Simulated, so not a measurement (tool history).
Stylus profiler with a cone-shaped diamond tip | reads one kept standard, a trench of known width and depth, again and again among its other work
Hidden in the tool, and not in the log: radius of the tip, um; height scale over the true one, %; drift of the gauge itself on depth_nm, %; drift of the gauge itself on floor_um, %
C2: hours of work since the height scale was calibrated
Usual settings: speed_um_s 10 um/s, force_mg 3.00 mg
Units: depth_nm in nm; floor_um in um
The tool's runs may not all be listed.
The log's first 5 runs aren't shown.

Run 6, hour 451.1: usual settings but force_mg 2.29 mg; scans with this tip 8689; C2 637. Result: depth_nm 1012.00 nm, floor_um 15.73 um.
Run 7, hour 583.3: usual settings but force_mg 1.37 mg; scans with this tip 9789; C2 718. Result: depth_nm 1007.12 nm, floor_um 15.67 um.
Run 8, hour 669.0: usual settings but force_mg 1.37 mg; scans with this tip 10503; C2 771. Result: depth_nm 1006.97 nm, floor_um 15.65 um.
Run 9, hour 748.5: usual settings but force_mg 4.20 mg; scans with this tip 11166; C2 819. Result: depth_nm 1019.38 nm, floor_um 15.55 um.
Run 10, hour 866.5: usual settings but force_mg 1.43 mg; scans with this tip 12148; C2 891. Result: depth_nm 1007.00 nm, floor_um 15.46 um.
Run 11, hour 961.8: usual settings but force_mg 1.43 mg; scans with this tip 12942; C2 950. Result: depth_nm 1007.04 nm, floor_um 15.42 um.
Run 12, hour 1077.2: usual settings but force_mg 1.43 mg; scans with this tip 13902; C2 1020. Result: depth_nm 1006.27 nm, floor_um 15.29 um.
Run 13, hour 1142.0: usual settings but force_mg 1.43 mg; scans with this tip 14442; C2 1060. Result: depth_nm 1006.49 nm, floor_um 15.29 um.
Run 14, hour 1229.6: usual settings but force_mg 1.43 mg; scans with this tip 15172; C2 1113. Result: depth_nm 1006.30 nm, floor_um 15.21 um.
Run 15, hour 1285.8: usual settings but force_mg 1.43 mg; scans with this tip 15640; C2 1148. Result: depth_nm 1006.05 nm, floor_um 15.21 um.
Run 16, hour 1360.2: usual settings but force_mg 1.43 mg; scans with this tip 16260; C2 1193. Result: depth_nm 1005.70 nm, floor_um 15.13 um.
Run 17, hour 1417.2: usual settings but speed_um_s 3 um/s, force_mg 7.18 mg; scans with this tip 16734; C2 1228. Result: depth_nm 1027.35 nm, floor_um 15.17 um.
Run 18, hour 1476.1: usual settings but speed_um_s 3 um/s, force_mg 7.18 mg; scans with this tip 17225; C2 1264. Result: depth_nm 1027.31 nm, floor_um 15.10 um.
Run 19, hour 1575.4: usual settings but speed_um_s 3 um/s, force_mg 3.03 mg; scans with this tip 18052; C2 1324. Result: depth_nm 1012.45 nm, floor_um 15.03 um.
Run 20, hour 1709.4: usual settings but speed_um_s 6 um/s, force_mg 6.96 mg; scans with this tip 19168; C2 1406. Result: depth_nm 1026.14 nm, floor_um 14.99 um.
Run 21, hour 1825.7: usual settings but speed_um_s 19 um/s, force_mg 6.96 mg; scans with this tip 20136; C2 1477. Result: depth_nm 1026.19 nm, floor_um 14.87 um.
Run 22, hour 1958.3: usual settings but speed_um_s 28 um/s, force_mg 1.42 mg; scans with this tip 21241; C2 1558. Result: depth_nm 1004.18 nm, floor_um 14.69 um.
Run 23, hour 2039.1: usual settings but speed_um_s 28 um/s, force_mg 1.42 mg; scans with this tip 21913; C2 1608. Result: depth_nm 1004.05 nm, floor_um 14.63 um.
At hour 2075.6: height scale calibrated on a step standard.
Run 24, hour 2175.0: usual settings but speed_um_s 4 um/s, force_mg 2.29 mg; scans with this tip 23041; C2 61. Result: depth_nm 1014.76 nm, floor_um 14.69 um.

Forecast run 25:
Run 25, hour 2257.6: usual settings but speed_um_s 3 um/s, force_mg 7.38 mg; scans with this tip 23729; C2 111. Result: depth_nm ?, floor_um ?.

{"run 25": {"depth_nm": 1033.53, "floor_um": 14.69}}
Without the tool's hidden state the same run would have given depth_nm 1034.31 nm, floor_um 16.54 um.
